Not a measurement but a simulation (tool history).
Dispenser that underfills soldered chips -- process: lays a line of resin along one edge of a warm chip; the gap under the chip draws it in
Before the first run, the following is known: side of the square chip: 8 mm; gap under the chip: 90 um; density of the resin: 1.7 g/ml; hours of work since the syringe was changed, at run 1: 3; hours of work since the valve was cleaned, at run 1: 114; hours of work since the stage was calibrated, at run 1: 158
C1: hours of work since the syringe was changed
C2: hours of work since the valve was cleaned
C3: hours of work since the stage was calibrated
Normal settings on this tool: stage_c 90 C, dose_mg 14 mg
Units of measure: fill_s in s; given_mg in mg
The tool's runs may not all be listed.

{"run": 1, "day": 0.0, "stage_c": 90, "dose_mg": 14, "C1": 3, "C2": 114, "C3": 158, "fill_s": 9.6, "given_mg": 12.67}
{"day": 0.15, "done": "dispensing valve cleaned and set on the balance"}
{"run": 2, "day": 0.196, "stage_c": 90, "dose_mg": 14, "C1": 5, "C2": 1, "C3": 161, "fill_s": 11.9, "given_mg": 14}
{"day": 0.217, "done": "new syringe of resin"}
{"run": 3, "day": 0.308, "stage_c": 90, "dose_mg": 14, "C1": 2, "C2": 3, "C3": 163, "fill_s": 9.2, "given_mg": 14.05}
{"run": 4, "day": 0.471, "stage_c": 90, "dose_mg": 14, "C1": 5, "C2": 6, "C3": 166, "fill_s": 11.5, "given_mg": 13.99}
{"day": 0.542, "done": "new syringe of resin"}
{"run": 5, "day": 0.604, "stage_c": 90, "dose_mg": 14, "C1": 1, "C2": 8, "C3": 168, "fill_s": 8.4, "given_mg": 14.02}
{"run": 6, "day": 0.779, "stage_c": 90, "dose_mg": 14, "C1": 4, "C2": 11, "C3": 171, "fill_s": 11, "given_mg": 13.96}
{"day": 0.871, "done": "new syringe of resin"}
{"run": 7, "day": 0.933, "stage_c": 105, "dose_mg": 14, "C1": 1, "C2": 14, "C3": 174, "fill_s": 5.2, "given_mg": 13.76}
{"run": 8, "day": 1.096, "stage_c": 86, "dose_mg": 14, "C1": 4, "C2": 17, "C3": 177, "fill_s": 13, "given_mg": 13.86}
{"day": 1.192, "done": "new syringe of resin"}
{"run": 9, "day": 1.333, "stage_c": 86, "dose_mg": 14, "C1": 3, "C2": 21, "C3": 181, "fill_s": 11.3, "given_mg": 13.87}
{"day": 1.508, "done": "new syringe of resin"}
{"run": 10, "day": 1.567, "stage_c": 86, "dose_mg": 14, "C1": 1, "C2": 25, "C3": 185, "fill_s": 10.1, "given_mg": 13.75}
{"run": 11, "day": 1.767, "stage_c": 90, "dose_mg": 14, "C1": 5, "C2": 29, "C3": 188, "fill_s": 11.7, "given_mg": 13.73}
{"day": 1.829, "done": "new syringe of resin"}
{"run": 12, "day": 1.988, "stage_c": 90, "dose_mg": 15.9, "C1": 3, "C2": 33, "C3": 192, "fill_s": 9.6, "given_mg": 15.51}
{"day": 2.15, "done": "new syringe of resin"}
{"run": 13, "day": 2.229, "stage_c": 90, "dose_mg": 15.9, "C1": 1, "C2": 37, "C3": 197, "fill_s": 8.4, "given_mg": 15.39}
{"run": 14, "day": 2.35, "stage_c": 90, "dose_mg": 15.9, "C1": 4, "C2": 39, "C3": 199, "fill_s": 9.8, "given_mg": 15.43}
{"day": 2.471, "done": "new syringe of resin"}
{"run": 15, "day": 2.542, "stage_c": 90, "dose_mg": 15.9, "C1": 1, "C2": 42, "C3": 202, "fill_s": 8.4, "given_mg": 15.42}
{"run": 16, "day": 2.667, "stage_c": 90, "dose_mg": 15.9, "C1": 4, "C2": 45, "C3": 204, "fill_s": 10.5, "given_mg": 15.31}
{"day": 2.8, "done": "new syringe of resin"}
{"run": 17, "day": 2.85, "stage_c": 90, "dose_mg": 16.7, "C1": 1, "C2": 48, "C3": 208, "fill_s": 7.5, "given_mg": 16.08}
{"run": 18, "day": 3.092, "stage_c": 85, "dose_mg": 16.9, "C1": 5, "C2": 52, "C3": 212, "fill_s": 13.7, "given_mg": 16.32}
{"day": 3.117, "done": "new syringe of resin"}
{"run": 19, "day": 3.333, "stage_c": 89, "dose_mg": 16.7, "C1": 4, "C2": 56, "C3": 216, "fill_s": 10.5, "given_mg": 15.94}
{"day": 3.442, "done": "new syringe of resin"}
{"run": 20, "day": 3.554, "stage_c": 89, "dose_mg": 16.7, "C1": 2, "C2": 60, "C3": 220, "fill_s": 9.5, "given_mg": 15.91}
{"day": 3.758, "done": "new syringe of resin"}
{"run": 21, "day": 3.758, "stage_c": 98, "dose_mg": 12.7, "C1": 0, "C2": 64, "C3": 224, "fill_s": 5.5, "given_mg": 12.13}
{"run": 22, "day": 3.992, "stage_c": 86, "dose_mg": 13.1, "C1": 4, "C2": 68, "C3": 228, "fill_s": 13.2, "given_mg": 12.4}
{"day": 4.075, "done": "new syringe of resin"}
{"run": 23, "day": 4.204, "stage_c": 86, "dose_mg": 13.1, "C1": 2, "C2": 72, "C3": 232, "fill_s": 11.2, "given_mg": 12.34}
{"run": 24, "day": 4.338, "stage_c": 81, "dose_mg": 14, "C1": 5, "C2": 74, "C3": 234, "fill_s": 17.1, "given_mg": 13.14}
{"day": 4.396, "done": "new syringe of resin"}
{"run": 25, "day": 4.525, "stage_c": 85, "dose_mg": 13.3, "C1": 2, "C2": 78, "C3": 237, "fill_s": 11.7, "given_mg": 12.56}
{"day": 4.717, "done": "new syringe of resin"}
{"run": 26, "day": 4.779, "stage_c": 85, "dose_mg": 13.3, "C1": 1, "C2": 82, "C3": 242, "fill_s": 10.6, "given_mg": 12.58}
{"run": 27, "day": 4.992, "stage_c": 88, "dose_mg": 15.1, "C1": 5, "C2": 86, "C3": 246, "fill_s": 12.6, "given_mg": 14.02}
{"day": 5.05, "done": "new syringe of resin"}
{"run": 28, "day": 5.192, "stage_c": 98, "dose_mg": 14, "C1": 3, "C2": 89, "C3": 249, "fill_s": 6.8, "given_mg": 12.95}
{"run": 29, "day": 5.317, "stage_c": 88, "dose_mg": 14.4, "C1": 5, "C2": 92, "C3": 251, "fill_s": 12.7, "given_mg": 13.31}
{"day": 5.362, "done": "new syringe of resin"}
{"run": 30, "day": 5.554, "stage_c": 84, "dose_mg": 14, "C1": 4, "C2": 96, "C3": 256, "fill_s": 13.3, "given_mg": 12.91}
{"day": 5.679, "done": "new syringe of resin"}
{"run": 31, "day": 5.679, "stage_c": 80, "dose_mg": 14.5, "C1": 0, "C2": 98, "C3": 258, "fill_s": 11.6, "given_mg": 13.41}
{"run": 32, "day": 5.796, "stage_c": 101, "dose_mg": 17.8, "C1": 2, "C2": 100, "C3": 260, "fill_s": 5.6, "given_mg": 16.41}
{"day": 6.0, "done": "new syringe of resin"}
{"run": 33, "day": 6.004, "stage_c": 101, "dose_mg": 17.8, "C1": 0, "C2": 104, "C3": 263, "fill_s": 4.6, "given_mg": 16.35}
{"run": 34, "day": 6.229, "stage_c": 81, "dose_mg": 15.4, "C1": 4, "C2": 108, "C3": 268, "fill_s": 16, "given_mg": 14.07}

Some steps in fill_s between neighbouring runs. How much of each would the tool show without its hidden state too (settings, what came in, random variation), and how much is left for the hidden state, with any gauge scatter that isn't in both results?
The tool's hidden condition here consists of: resin's viscosity, % of fresh resin's; dose that the valve gives, % of what is set; true chip temperature over the reading, C; drift of the gauge itself on fill_s, %; drift of the gauge itself on given_mg, %.
Run 7 -> 8: stage_c 105 -> 86. fill_s +7.8 s: hidden state +3.3, all else +4.5.
Run 17 -> 18: stage_c 90 -> 85, dose_mg 16.7 -> 16.9. fill_s +6.2 s: hidden state +4.4, all else +1.8.
Run 21 -> 22: stage_c 98 -> 86, dose_mg 12.7 -> 13.1. fill_s +7.7 s: hidden state +3.9, all else +3.8.
Run 33 -> 34: stage_c 101 -> 81, dose_mg 17.8 -> 15.4. fill_s +11.4 s: hidden state +4.4, all else +7.

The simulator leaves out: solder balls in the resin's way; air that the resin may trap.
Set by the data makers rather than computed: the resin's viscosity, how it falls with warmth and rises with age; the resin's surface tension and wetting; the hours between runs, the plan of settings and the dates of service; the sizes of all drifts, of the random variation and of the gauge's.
